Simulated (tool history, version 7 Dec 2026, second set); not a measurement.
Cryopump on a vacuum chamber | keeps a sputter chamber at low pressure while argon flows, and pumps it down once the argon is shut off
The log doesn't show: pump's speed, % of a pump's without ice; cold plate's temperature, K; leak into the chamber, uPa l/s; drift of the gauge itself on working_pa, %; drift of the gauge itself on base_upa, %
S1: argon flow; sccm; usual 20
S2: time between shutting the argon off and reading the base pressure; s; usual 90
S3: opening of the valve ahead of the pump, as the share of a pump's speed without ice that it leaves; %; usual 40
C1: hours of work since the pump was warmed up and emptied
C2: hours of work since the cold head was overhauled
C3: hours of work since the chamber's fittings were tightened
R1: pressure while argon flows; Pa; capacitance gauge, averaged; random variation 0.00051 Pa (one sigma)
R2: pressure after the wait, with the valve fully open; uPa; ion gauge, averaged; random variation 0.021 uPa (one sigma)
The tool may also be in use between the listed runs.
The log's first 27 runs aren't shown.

| run | day | S1 | S2 | S3 | C1 | C2 | C3 | R1 | R2 |
|---|---|---|---|---|---|---|---|---|---|
| 28 | 60.038 | 16 | 126 | 23 | 230 | 1278 | 1512 | 0.0504 | 0.51 |
| 29 | 61.388 | 15 | 275 | 17 | 247 | 1296 | 1529 | 0.0641 | 0.41 |
| 30 | 62.833 | 15 | 275 | 17 | 266 | 1314 | 1548 | 0.0644 | 0.39 |
| 31 | 65.912 | 11 | 90 | 23 | 306 | 1354 | 1588 | 0.0361 | 0.55 |
| 32 | 68.246 | 34 | 90 | 23 | 336 | 1385 | 1619 | 0.1088 | 0.62 |
| 33 | 70.138 | 28 | 90 | 20 | 361 | 1409 | 1643 | 0.1021 | 0.60 |
| 34 | 71.579 | 28 | 90 | 20 | 380 | 1428 | 1662 | 0.1022 | 0.62 |
| 35 | 74.396 | 20 | 137 | 22 | 416 | 1465 | 1699 | 0.0677 | 0.51 |

Forecast each of these 3 alternatives for the next run:
| A | 76.875 | 20 | 185 | 44 | 449 | 1497 | 1731 | ? | ? |
| B | 76.875 | 19 | 26 | 30 | 449 | 1497 | 1731 | ? | ? |
| C | 76.875 | 17 | 59 | 31 | 449 | 1497 | 1731 | ? | ? |

| run | R1 | R2 |
|---|---|---|
| A | 0.0342 | 0.50 |
| B | 0.0476 | 1.13 |
| C | 0.0407 | 0.75 |
Without the tool's hidden state the same runs would have given:
| run | R1 | R2 |
|---|---|---|
| A | 0.0321 | 0.24 |
| B | 0.0456 | 0.87 |
| C | 0.0389 | 0.49 |
